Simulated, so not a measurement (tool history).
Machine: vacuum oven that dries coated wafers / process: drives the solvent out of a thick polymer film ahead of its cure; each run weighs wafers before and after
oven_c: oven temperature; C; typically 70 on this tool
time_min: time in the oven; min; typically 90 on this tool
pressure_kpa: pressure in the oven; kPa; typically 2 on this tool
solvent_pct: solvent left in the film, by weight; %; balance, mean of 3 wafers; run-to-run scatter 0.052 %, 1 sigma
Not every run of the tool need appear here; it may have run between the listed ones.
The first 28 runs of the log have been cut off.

| run | hour | oven_c | time_min | pressure_kpa | hours of work since the thermocouples were calibrated | hours of work since the vacuum gauge was cleaned of residue | solvent_pct |
|---|---|---|---|---|---|---|---|
| 29 | 2308.8 | 66 | 97 | 1.41 | 723 | 682 | 2.38 |
| 30 | 2411.4 | 60 | 47 | 2 | 781 | 740 | 9.34 |
| 31 | 2507.3 | 60 | 47 | 2 | 836 | 795 | 9.45 |
| 32 | 2585.1 | 60 | 47 | 2.29 | 880 | 839 | 9.45 |
| 33 | 2660.7 | 60 | 47 | 2.29 | 923 | 882 | 9.37 |
| 34 | 2738.2 | 70 | 89 | 1.85 | 967 | 926 | 1.92 |
| 35 | 2826.2 | 70 | 89 | 1.85 | 1017 | 977 | 1.89 |
| 36 | 2912.5 | 82 | 46 | 1.89 | 1067 | 1026 | 1 |
| 37 | 2998.1 | 76 | 100 | 2 | 1115 | 1075 | 1.03 |
| 38 | 3111.5 | 70 | 73 | 6.03 | 1180 | 1139 | 4.53 |
| 39 | 3218.7 | 63 | 60 | 2 | 1241 | 1200 | 6.72 |
| 40 | 3331.5 | 63 | 109 | 2 | 1305 | 1265 | 3.66 |
| 41 | 3389.9 | 63 | 109 | 2 | 1339 | 1298 | 3.71 |
| 42 | 3475 | 63 | 109 | 2 | 1387 | 1346 | 3.67 |
| 43 | 3546.7 | 58 | 71 | 2 | 1428 | 1387 | 8.62 |
| 44 | 3635.7 | 78 | 72 | 1 | 1479 | 1438 | 0.86 |
| 45 | 3696.5 | 78 | 72 | 1 | 1513 | 1473 | 0.75 |

Below are 3 alternative next runs, each starting from the tool's condition after run 45. Predict each:
| A | 3793.9 | 56 | 120 | 2.62 | 1569 | 1528 | ? |
| B | 3793.9 | 79 | 45 | 5.49 | 1569 | 1528 | ? |
| C | 3793.9 | 70 | 90 | 2 | 1569 | 1528 | ? |

| run | solvent_pct |
|---|---|
| A | 7.18 |
| B | 3 |
| C | 2.16 |
Without the tool's unlogged condition, the same runs would have read:
| run | solvent_pct |
|---|---|
| A | 5.8 |
| B | 2.39 |
| C | 1.51 |

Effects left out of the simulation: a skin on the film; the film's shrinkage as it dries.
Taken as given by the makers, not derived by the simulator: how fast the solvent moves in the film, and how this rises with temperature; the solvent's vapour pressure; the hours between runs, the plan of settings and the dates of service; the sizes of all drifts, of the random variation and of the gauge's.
